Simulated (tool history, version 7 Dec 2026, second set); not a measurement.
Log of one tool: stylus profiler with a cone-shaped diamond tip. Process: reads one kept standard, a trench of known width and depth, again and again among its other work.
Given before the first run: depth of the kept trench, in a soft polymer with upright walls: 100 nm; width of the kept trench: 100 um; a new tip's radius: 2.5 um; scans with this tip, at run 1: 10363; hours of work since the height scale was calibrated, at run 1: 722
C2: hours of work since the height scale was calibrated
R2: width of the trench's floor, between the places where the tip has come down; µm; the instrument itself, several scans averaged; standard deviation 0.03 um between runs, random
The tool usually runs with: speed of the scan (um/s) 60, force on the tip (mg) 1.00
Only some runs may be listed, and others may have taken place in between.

Run 1, hour 0.0: usual settings; scans with this tip 10363; C2 722. Result: depth of the trench (Å) 1001.2, R2 97.45 µm.
Run 2, hour 37.5: usual settings; scans with this tip 10621; C2 740. Result: depth of the trench (Å) 1001.0, R2 97.47 µm.
Run 3, hour 65.5: usual settings; scans with this tip 10813; C2 753. Result: depth of the trench (Å) 1000.8, R2 97.48 µm.
Run 4, hour 107.8: usual settings; scans with this tip 11105; C2 773. Result: depth of the trench (Å) 999.8, R2 97.43 µm.
Run 5, hour 164.3: usual settings; scans with this tip 11493; C2 800. Result: depth of the trench (Å) 1000.8, R2 97.41 µm.
Run 6, hour 211.1: usual settings; scans with this tip 11815; C2 823. Result: depth of the trench (Å) 999.6, R2 97.39 µm.
Run 7, hour 253.1: usual settings but force on the tip (mg) 1.03; scans with this tip 12105; C2 843. Result: depth of the trench (Å) 1000.5, R2 97.40 µm.
Run 8, hour 278.6: usual settings but force on the tip (mg) 1.03; scans with this tip 12280; C2 855. Result: depth of the trench (Å) 1000.8, R2 97.41 µm.
Run 9, hour 314.1: usual settings but force on the tip (mg) 1.03; scans with this tip 12524; C2 872. Result: depth of the trench (Å) 1001.3, R2 97.37 µm.
Run 10, hour 364.0: usual settings but force on the tip (mg) 1.03; scans with this tip 12867; C2 896. Result: depth of the trench (Å) 1000.6, R2 97.32 µm.
Run 11, hour 399.0: usual settings but force on the tip (mg) 1.03; scans with this tip 13108; C2 913. Result: depth of the trench (Å) 1000.8, R2 97.40 µm.
At hour 404.9: height scale calibrated on a step standard.
At hour 415.0: new tip fitted, height scale calibrated.
Run 12, hour 432.5: usual settings but force on the tip (mg) 1.03; scans with this tip 121; C2 8. Result: depth of the trench (Å) 1004.2, R2 98.14 µm.
Run 13, hour 473.0: usual settings but force on the tip (mg) 1.20; scans with this tip 399; C2 28. Result: depth of the trench (Å) 1003.6, R2 98.14 µm.
Run 14, hour 509.1: usual settings but force on the tip (mg) 0.64; scans with this tip 648; C2 45. Result: depth of the trench (Å) 1003.5, R2 97.90 µm.
Run 15, hour 552.9: usual settings but force on the tip (mg) 0.64; scans with this tip 949; C2 66. Result: depth of the trench (Å) 1003.0, R2 97.90 µm.
Run 16, hour 609.8: usual settings but force on the tip (mg) 2.39; scans with this tip 1341; C2 93. Result: depth of the trench (Å) 1006.6, R2 98.22 µm.
Run 17, hour 655.7: usual settings but speed of the scan (um/s) 179, force on the tip (mg) 2.03; scans with this tip 1657; C2 115. Result: depth of the trench (Å) 1005.6, R2 97.46 µm.
Run 18, hour 691.2: usual settings but speed of the scan (um/s) 23, force on the tip (mg) 0.82; scans with this tip 1901; C2 132. Result: depth of the trench (Å) 1003.0, R2 98.22 µm.
Run 19, hour 724.6: usual settings but speed of the scan (um/s) 101; scans with this tip 2131; C2 148. Result: depth of the trench (Å) 1003.1, R2 97.65 µm.
Run 20, hour 753.9: usual settings but speed of the scan (um/s) 37, force on the tip (mg) 1.16; scans with this tip 2333; C2 162. Result: depth of the trench (Å) 1003.8, R2 98.17 µm.
At hour 771.1: height scale calibrated on a step standard, once more.
Run 21, hour 793.8: usual settings but speed of the scan (um/s) 19, force on the tip (mg) 0.73; scans with this tip 2604; C2 11. Result: depth of the trench (Å) 1003.9, R2 98.23 µm.
Run 22, hour 826.9: usual settings but speed of the scan (um/s) 144, force on the tip (mg) 0.69; scans with this tip 2832; C2 27. Result: depth of the trench (Å) 1002.5, R2 97.06 µm.
Run 23, hour 856.7: usual settings but speed of the scan (um/s) 144, force on the tip (mg) 0.69; scans with this tip 3037; C2 41. Result: depth of the trench (Å) 1002.9, R2 97.04 µm.
Run 24, hour 897.8: usual settings but speed of the scan (um/s) 144, force on the tip (mg) 0.69; scans with this tip 3319; C2 61. Result: depth of the trench (Å) 1004.2, R2 96.94 µm.
Run 25, hour 928.9: usual settings but speed of the scan (um/s) 73, force on the tip (mg) 0.35; scans with this tip 3533; C2 76. Result: depth of the trench (Å) 1002.2, R2 97.38 µm.
Run 26, hour 990.3: usual settings but speed of the scan (um/s) 23, force on the tip (mg) 1.95; scans with this tip 3956; C2 105. Result: depth of the trench (Å) 1005.4, R2 98.18 µm.
Run 27, hour 1040.9: usual settings but speed of the scan (um/s) 230, force on the tip (mg) 1.36; scans with this tip 4304; C2 129. Result: depth of the trench (Å) 1004.3, R2 96.73 µm.
Run 28, hour 1089.8: usual settings but speed of the scan (um/s) 230, force on the tip (mg) 1.36; scans with this tip 4641; C2 153. Result: depth of the trench (Å) 1003.9, R2 96.68 µm.
Run 29, hour 1137.1: usual settings but speed of the scan (um/s) 209, force on the tip (mg) 0.34; scans with this tip 4966; C2 175. Result: depth of the trench (Å) 1001.2, R2 95.45 µm.
Run 30, hour 1178.7: usual settings but speed of the scan (um/s) 125; scans with this tip 5253; C2 195. Result: depth of the trench (Å) 1003.4, R2 97.23 µm.
Run 31, hour 1229.5: usual settings but speed of the scan (um/s) 125; scans with this tip 5602; C2 220. Result: depth of the trench (Å) 1003.7, R2 97.29 µm.
Run 32, hour 1279.6: usual settings but speed of the scan (um/s) 32, force on the tip (mg) 1.46; scans with this tip 5947; C2 244. Result: depth of the trench (Å) 1002.8, R2 97.96 µm.

Below, each run's measurement less what the same run would have read without the hidden state. Both values contain the same run-to-run variation, but the gauge's scatter may not be the same in both:
Hidden conditions of the tool in this case: radius of the tip, um; height scale over the true one, %; drift of the gauge itself on depth_nm, %; drift of the gauge itself on floor_um, %.
run  depth of the trench (Å)     R2
  1                     -2.3  -0.66
  2                     -2.3  -0.68
  3                     -2.4  -0.69
  4                     -2.4  -0.70
  5                     -2.5  -0.73
  6                     -2.7  -0.74
  7                     -2.7  -0.76
  8                     -2.8  -0.77
  9                     -2.8  -0.78
 10                     -2.9  -0.80
 11                     -3.0  -0.81
 12                     +0.3  -0.02
 13                     +0.2  -0.04
 14                     +0.2  -0.06
 15                     +0.0  -0.08
 16                     -0.1  -0.10
 17                     -0.1  -0.13
 18                     -0.2  -0.15
 19                     -0.3  -0.16
 20                     -0.3  -0.17
 21                     +0.3  -0.19
 22                     +0.2  -0.21
 23                     +0.1  -0.22
 24                     +0.1  -0.25
 25                     +0.1  -0.25
 26                     +0.0  -0.28
 27                     -0.1  -0.30
 28                     -0.2  -0.32
 29                     -0.3  -0.34
 30                     -0.5  -0.36
 31                     -0.5  -0.38
 32                     -0.6  -0.40
